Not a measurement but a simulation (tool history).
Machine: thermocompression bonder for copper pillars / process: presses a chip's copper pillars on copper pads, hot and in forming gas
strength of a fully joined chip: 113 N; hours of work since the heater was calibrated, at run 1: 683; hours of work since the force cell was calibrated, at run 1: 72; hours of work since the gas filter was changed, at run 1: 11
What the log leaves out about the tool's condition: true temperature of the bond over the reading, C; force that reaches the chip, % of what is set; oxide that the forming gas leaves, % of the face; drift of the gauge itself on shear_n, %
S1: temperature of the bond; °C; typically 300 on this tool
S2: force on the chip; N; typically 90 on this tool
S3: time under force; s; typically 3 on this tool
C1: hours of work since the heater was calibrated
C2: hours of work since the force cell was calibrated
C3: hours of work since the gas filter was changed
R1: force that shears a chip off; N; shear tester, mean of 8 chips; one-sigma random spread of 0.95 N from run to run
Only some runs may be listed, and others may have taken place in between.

run,hour,S1,S2,S3,C1,C2,C3,R1
1,0.0,300,90,3,683,72,11,81.8
2,31.7,300,90,4,697,86,25,86.8
3,68.5,300,90,4,713,102,41,85.8
4,103.7,300,90,4,728,117,56,85.3
5,138.3,300,90,4,743,132,71,86.8
6,180.0,300,90,4,761,150,89,86.6
7,203.8,276,90,4,771,160,99,67.7
8,244.9,300,90,3,789,178,117,80.2
# hour 259.9: forming gas filter changed
9,275.1,300,90,3,802,191,7,80.2
10,309.7,300,90,3,817,206,22,80.5
11,351.4,300,90,3,835,224,40,80.8
12,378.2,300,90,3,846,235,51,82.0
13,399.9,300,90,3,856,245,61,79.0
14,448.5,300,90,3,877,266,81,79.4
15,496.5,328,90,3,897,286,102,99.2
16,533.5,328,90,3,913,303,118,95.9
# hour 545.3: forming gas filter changed
17,566.0,328,90,3,927,316,9,98.4
18,604.9,328,119,6,944,333,26,109.5
19,646.5,328,119,6,962,351,44,108.2
20,676.7,328,77,6,975,364,57,104.1

Expected results for the next run?
21,702.4,328,77,6,986,375,68,?

{"run 21": {"R1": 102.1}}
Minus the tool's unlogged condition, the same run would have read R1 102.7 N.

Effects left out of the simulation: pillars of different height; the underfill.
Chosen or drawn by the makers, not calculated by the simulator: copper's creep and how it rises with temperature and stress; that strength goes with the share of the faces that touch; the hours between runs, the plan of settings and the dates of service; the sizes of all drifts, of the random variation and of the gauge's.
